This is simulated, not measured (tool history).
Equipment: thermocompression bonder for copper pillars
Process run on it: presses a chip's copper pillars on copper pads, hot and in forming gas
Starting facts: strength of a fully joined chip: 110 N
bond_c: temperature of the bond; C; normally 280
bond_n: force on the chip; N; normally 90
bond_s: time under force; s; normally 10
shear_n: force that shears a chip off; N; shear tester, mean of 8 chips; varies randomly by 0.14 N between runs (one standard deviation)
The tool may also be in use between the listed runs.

run,day,bond_c,bond_n,bond_s,shear_n
1,0,280,90,10,81.4
2,0.292,280,90,10,81.3
3,0.629,280,90,11,82.9
4,0.9,280,90,10,81.3
5,1.108,280,90,10,81.1
6,1.321,280,90,10,81.4
7,1.5,259,90,10,69.2
8,1.783,259,90,10,69
9,2,259,90,10,69.1
10,2.196,280,90,10,81.4
11,2.404,280,90,10,81.2
12,2.621,280,90,10,81.3
13,2.933,280,90,10,81
14,3.183,280,90,10,81.2
15,3.479,280,71,10,71.7
16,3.646,280,71,10,71.8
17,3.946,280,135,10,94.9
18,4.138,280,60,10,64.9
19,4.392,280,60,10,65
20,4.629,280,60,10,65.1
21,4.804,280,104,8,82.5
22,4.992,280,104,8,82.5
23,5.325,280,104,8,82.4
24,5.671,284,86,15,88.8
# day 5.775: heater calibrated with a thermocouple chip
25,5.971,284,86,15,88.6
26,6.3,295,86,15,93
27,6.654,295,96,26,102.1
28,7.008,281,96,9,81.8
29,7.179,291,83,14,89.5
30,7.525,280,107,10,87.1
# day 7.721: heater calibrated with a thermocouple chip, once more
31,7.946,300,94,28,102.9
32,8.275,280,94,11,83.5
33,8.483,278,65,5,52.7
34,8.792,278,65,5,53.1
35,9.179,278,65,5,52.9
36,9.375,291,91,14,91.6
37,9.679,275,116,29,100.9
38,9.896,280,70,8,65.9
39,10.242,280,70,8,66

Hidden state or all else? Some run-to-run changes of shear_n, split into what the settings, what came in and random variation would give without the hidden state, and what is left for the hidden state (with any gauge scatter that isn't in both results):
Hidden state present: true temperature of the bond over the reading, C; force that reaches the chip, % of what is set; oxide that the forming gas leaves, % of the face; drift of the gauge itself on shear_n, %.
Run 27 -> 28: bond_c 295 -> 281, bond_s 26 -> 9. shear_n -20.3 N: hidden state +1.3, all else -21.6.
Run 30 -> 31: bond_c 280 -> 300, bond_n 107 -> 94, bond_s 10 -> 28, heater calibrated with a thermocouple chip, once more. shear_n +15.8 N: hidden state -1.6, all else +17.4.
Run 32 -> 33: bond_c 280 -> 278, bond_n 94 -> 65, bond_s 11 -> 5. shear_n -30.8 N: hidden state +0.6, all else -31.4.
Run 35 -> 36: bond_c 278 -> 291, bond_n 65 -> 91, bond_s 5 -> 14. shear_n +38.7 N: hidden state -1, all else +39.7.
Run 37 -> 38: bond_c 275 -> 280, bond_n 116 -> 70, bond_s 29 -> 8. shear_n -35 N: hidden state +1.3, all else -36.3.
